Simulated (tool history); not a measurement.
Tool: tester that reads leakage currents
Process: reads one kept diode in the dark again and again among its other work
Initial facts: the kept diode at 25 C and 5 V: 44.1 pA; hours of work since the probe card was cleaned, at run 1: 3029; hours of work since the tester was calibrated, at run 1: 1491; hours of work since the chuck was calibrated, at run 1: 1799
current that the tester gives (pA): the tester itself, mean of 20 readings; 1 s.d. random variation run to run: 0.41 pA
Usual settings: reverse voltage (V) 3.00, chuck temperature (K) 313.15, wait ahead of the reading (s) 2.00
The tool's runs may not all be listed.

run	hour	reverse voltage (V)	chuck temperature (K)	wait ahead of the reading (s)	hours of work since the probe card was cleaned	hours of work since the tester was calibrated	hours of work since the chuck was calibrated	current that the tester gives (pA)
1	0.0	3.00	313.15	2.00	3029	1491	1799	148.38
2	103.5	3.00	313.15	2.00	3094	1555	1863	148.75
3	218.7	3.00	326.15	2.00	3166	1627	1935	416.28
4	371.2	3.00	326.15	2.00	3261	1722	2030	419.58
5	506.8	3.00	313.15	2.00	3346	1807	2115	149.52
6	582.0	3.00	313.15	2.00	3393	1854	2162	149.57
7	678.6	3.00	313.15	2.00	3453	1914	2222	149.85
8	817.0	7.50	313.15	2.00	3539	2001	2308	229.45
9	920.0	3.00	313.15	1.15	3603	2065	2373	151.26
# hour 958.3: chuck's temperature calibrated
# hour 1038.8: probe card cleaned and baked
10	1091.3	3.00	307.15	2.00	33	2169	81	88.15
11	1267.6	3.00	307.15	2.00	143	2279	191	88.00
12	1391.1	3.00	313.15	2.00	220	2356	268	148.84
# hour 1494.3: chuck's temperature calibrated, once more
13	1516.7	3.00	313.15	1.02	297	2433	14	135.75
14	1668.9	3.00	313.15	1.02	392	2528	109	135.34
15	1823.1	3.00	313.15	1.02	488	2624	205	136.02
16	2006.4	6.06	313.15	2.00	602	2738	319	184.08
17	2089.3	6.06	313.15	2.00	654	2790	371	184.12
18	2194.5	6.06	313.15	2.00	720	2856	437	185.96
19	2316.7	6.24	313.15	2.00	796	2932	513	189.02
20	2416.5	6.24	313.15	2.00	858	2994	575	188.89
21	2537.3	15.80	313.15	2.00	934	3070	651	283.23
22	2664.9	4.56	316.15	2.65	1013	3149	730	212.15
23	2806.5	4.56	316.15	2.65	1102	3238	819	213.53
24	2976.7	4.56	316.15	2.65	1208	3344	925	212.93
25	3108.3	4.56	316.15	2.65	1290	3426	1007	214.42
26	3203.3	4.56	316.15	2.65	1349	3485	1066	214.63
27	3279.6	18.80	301.15	2.00	1397	3533	1114	120.38
28	3406.5	3.64	294.15	2.52	1476	3612	1193	30.46
29	3584.9	14.86	299.15	6.43	1587	3723	1304	93.44
30	3664.3	14.86	299.15	6.43	1637	3773	1354	94.07
31	3766.8	14.86	314.15	2.13	1701	3837	1418	310.91
32	3857.4	14.86	314.15	2.13	1757	3893	1474	313.90

Forecast run 33:
33	3973.6	1.59	306.15	2.13	1830	3966	1547	?

current that the tester gives (pA): 60.07
Had the tool carried no hidden state, the very same run would have given current that the tester gives (pA) 56.86.

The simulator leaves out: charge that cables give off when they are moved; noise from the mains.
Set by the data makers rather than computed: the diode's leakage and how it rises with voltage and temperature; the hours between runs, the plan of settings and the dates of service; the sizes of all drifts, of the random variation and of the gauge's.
